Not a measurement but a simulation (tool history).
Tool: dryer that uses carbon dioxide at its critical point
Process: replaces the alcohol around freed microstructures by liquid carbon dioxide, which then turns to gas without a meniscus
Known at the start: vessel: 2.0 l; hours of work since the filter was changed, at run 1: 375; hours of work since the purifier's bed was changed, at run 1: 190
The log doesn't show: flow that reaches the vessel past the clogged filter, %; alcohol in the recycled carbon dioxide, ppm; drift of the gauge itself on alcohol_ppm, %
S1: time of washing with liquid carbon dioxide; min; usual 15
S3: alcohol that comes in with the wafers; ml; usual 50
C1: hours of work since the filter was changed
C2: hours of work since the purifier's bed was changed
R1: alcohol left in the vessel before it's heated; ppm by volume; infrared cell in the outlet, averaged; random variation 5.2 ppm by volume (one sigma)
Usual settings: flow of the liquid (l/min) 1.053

{"run": 1, "hour": 0.0, "S1": 15, "flow of the liquid (l/min)": 1.053, "S3": 50, "C1": 375, "C2": 190, "R1": 178}
{"run": 2, "hour": 35.8, "S1": 15, "flow of the liquid (l/min)": 1.61, "S3": 50, "C1": 401, "C2": 216, "R1": 60}
{"run": 3, "hour": 80.6, "S1": 15, "flow of the liquid (l/min)": 1.61, "S3": 50, "C1": 434, "C2": 249, "R1": 60}
{"run": 4, "hour": 127.7, "S1": 9, "flow of the liquid (l/min)": 1.61, "S3": 50, "C1": 469, "C2": 284, "R1": 257}
{"hour": 140.9, "done": "inlet filter changed"}
{"run": 5, "hour": 174.7, "S1": 18, "flow of the liquid (l/min)": 1.053, "S3": 50, "C1": 25, "C2": 318, "R1": 101}
{"run": 6, "hour": 234.3, "S1": 18, "flow of the liquid (l/min)": 1.28, "S3": 50, "C1": 69, "C2": 362, "R1": 82}
{"run": 7, "hour": 281.1, "S1": 15, "flow of the liquid (l/min)": 1.053, "S3": 50, "C1": 103, "C2": 396, "R1": 178}
{"run": 8, "hour": 319.6, "S1": 15, "flow of the liquid (l/min)": 1.053, "S3": 103, "C1": 132, "C2": 425, "R1": 299}
{"run": 9, "hour": 378.4, "S1": 15, "flow of the liquid (l/min)": 1.053, "S3": 24, "C1": 175, "C2": 468, "R1": 156}
{"run": 10, "hour": 422.9, "S1": 22, "flow of the liquid (l/min)": 1.053, "S3": 50, "C1": 208, "C2": 501, "R1": 120}
{"run": 11, "hour": 452.2, "S1": 15, "flow of the liquid (l/min)": 1.053, "S3": 45, "C1": 230, "C2": 523, "R1": 214}
{"run": 12, "hour": 484.6, "S1": 15, "flow of the liquid (l/min)": 1.053, "S3": 45, "C1": 254, "C2": 547, "R1": 207}
{"run": 13, "hour": 526.9, "S1": 15, "flow of the liquid (l/min)": 1.053, "S3": 50, "C1": 285, "C2": 578, "R1": 239}
{"run": 14, "hour": 553.2, "S1": 15, "flow of the liquid (l/min)": 1.053, "S3": 50, "C1": 304, "C2": 597, "R1": 244}
{"run": 15, "hour": 603.0, "S1": 15, "flow of the liquid (l/min)": 1.053, "S3": 50, "C1": 341, "C2": 634, "R1": 259}
{"run": 16, "hour": 638.5, "S1": 15, "flow of the liquid (l/min)": 1.053, "S3": 50, "C1": 367, "C2": 660, "R1": 271}
{"run": 17, "hour": 666.6, "S1": 15, "flow of the liquid (l/min)": 1.053, "S3": 50, "C1": 388, "C2": 681, "R1": 271}
{"run": 18, "hour": 710.1, "S1": 15, "flow of the liquid (l/min)": 1.053, "S3": 50, "C1": 420, "C2": 713, "R1": 284}
{"run": 19, "hour": 763.2, "S1": 13, "flow of the liquid (l/min)": 1.053, "S3": 40, "C1": 459, "C2": 752, "R1": 395}
{"hour": 786.3, "done": "inlet filter changed"}
{"run": 20, "hour": 790.4, "S1": 13, "flow of the liquid (l/min)": 1.053, "S3": 40, "C1": 3, "C2": 772, "R1": 305}
{"run": 21, "hour": 833.5, "S1": 10, "flow of the liquid (l/min)": 1.053, "S3": 50, "C1": 35, "C2": 804, "R1": 744}
{"run": 22, "hour": 862.0, "S1": 15, "flow of the liquid (l/min)": 1.65, "S3": 48, "C1": 56, "C2": 825, "R1": 168}
{"run": 23, "hour": 887.3, "S1": 15, "flow of the liquid (l/min)": 1.65, "S3": 48, "C1": 75, "C2": 843, "R1": 173}
{"run": 24, "hour": 934.2, "S1": 12, "flow of the liquid (l/min)": 1.07, "S3": 48, "C1": 109, "C2": 878, "R1": 441}
{"run": 25, "hour": 995.4, "S1": 13, "flow of the liquid (l/min)": 1.07, "S3": 119, "C1": 154, "C2": 923, "R1": 651}
{"run": 26, "hour": 1057.4, "S1": 13, "flow of the liquid (l/min)": 1.07, "S3": 119, "C1": 200, "C2": 969, "R1": 677}
{"run": 27, "hour": 1087.5, "S1": 13, "flow of the liquid (l/min)": 0.66, "S3": 53, "C1": 222, "C2": 991, "R1": 1759}
{"run": 28, "hour": 1141.6, "S1": 13, "flow of the liquid (l/min)": 0.66, "S3": 53, "C1": 262, "C2": 1031, "R1": 1747}
{"run": 29, "hour": 1192.2, "S1": 13, "flow of the liquid (l/min)": 0.66, "S3": 53, "C1": 300, "C2": 1068, "R1": 1804}
{"run": 30, "hour": 1251.8, "S1": 10, "flow of the liquid (l/min)": 0.66, "S3": 21, "C1": 344, "C2": 1112, "R1": 1456}
{"run": 31, "hour": 1304.5, "S1": 10, "flow of the liquid (l/min)": 1.053, "S3": 50, "C1": 383, "C2": 1151, "R1": 1015}
{"hour": 1318.9, "done": "purifier's bed changed"}
{"run": 32, "hour": 1362.3, "S1": 10, "flow of the liquid (l/min)": 1.053, "S3": 50, "C1": 423, "C2": 32, "R1": 822}

How the hidden state differs across the entries between the runs, from the last listed run before each to the first after it:
Between runs 4 and 5: inlet filter changed (hour 140.9)
  flow that reaches the vessel past the clogged filter, %: 89 -> 99.2; alcohol in the recycled carbon dioxide, ppm: 62.4 -> 69.6
  measured less the result without the state, R1: +146 -> +64 ppm by volume
Between runs 19 and 20: inlet filter changed (hour 786.3)
  flow that reaches the vessel past the clogged filter, %: 89.6 -> 99.7; alcohol in the recycled carbon dioxide, ppm: 159.5 -> 163.4
  measured less the result without the state, R1: +251 -> +160 ppm by volume
Between runs 31 and 32: purifier's bed changed (hour 1318.9)
  flow that reaches the vessel past the clogged filter, %: 91.1 -> 90.2; alcohol in the recycled carbon dioxide, ppm: 239.4 -> 12.2
  measured less the result without the state, R1: +460 -> +259 ppm by volume
